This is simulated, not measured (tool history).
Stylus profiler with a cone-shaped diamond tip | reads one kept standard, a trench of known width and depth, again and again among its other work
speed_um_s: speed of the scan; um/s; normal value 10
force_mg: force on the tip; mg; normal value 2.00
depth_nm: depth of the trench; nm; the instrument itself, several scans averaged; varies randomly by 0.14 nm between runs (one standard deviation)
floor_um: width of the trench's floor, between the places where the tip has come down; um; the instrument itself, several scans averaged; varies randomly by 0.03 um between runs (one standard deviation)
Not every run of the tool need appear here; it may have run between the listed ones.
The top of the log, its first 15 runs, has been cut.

run,hour,speed_um_s,force_mg,scans with this tip,hours of work since the height scale was calibrated,depth_nm,floor_um
16,547.3,3,4.51,6437,429,508.82,96.30
17,571.8,3,4.51,6619,441,509.01,96.27
18,611.7,3,4.51,6916,461,509.05,96.19
19,637.4,3,4.51,7108,474,509.32,96.25
20,679.7,3,4.51,7424,495,509.17,96.20
21,702.1,10,2.00,7591,506,505.78,96.08
22,728.7,10,2.00,7789,519,505.61,96.06
23,779.6,10,2.00,8169,545,505.72,96.03
24,807.1,10,0.86,8374,558,503.79,95.94
25,845.0,4,2.00,8656,577,505.68,95.94
26,869.2,9,1.94,8837,589,505.72,95.98
27,897.0,12,1.21,9044,603,504.34,95.84
28,930.1,12,1.21,9291,619,504.63,95.91
29,953.0,13,1.47,9461,631,504.95,95.81
30,999.6,4,1.47,9809,654,505.00,95.91
31,1025.1,3,2.52,9999,667,506.89,95.81

Run 32 comes next. What will it give?
32,1059.1,10,1.99,10253,684,?,?

{"run 32": {"depth_nm": 506.06, "floor_um": 95.79}}
Without the tool's hidden state the same run would have given depth_nm 504.74 nm, floor_um 97.32 um.
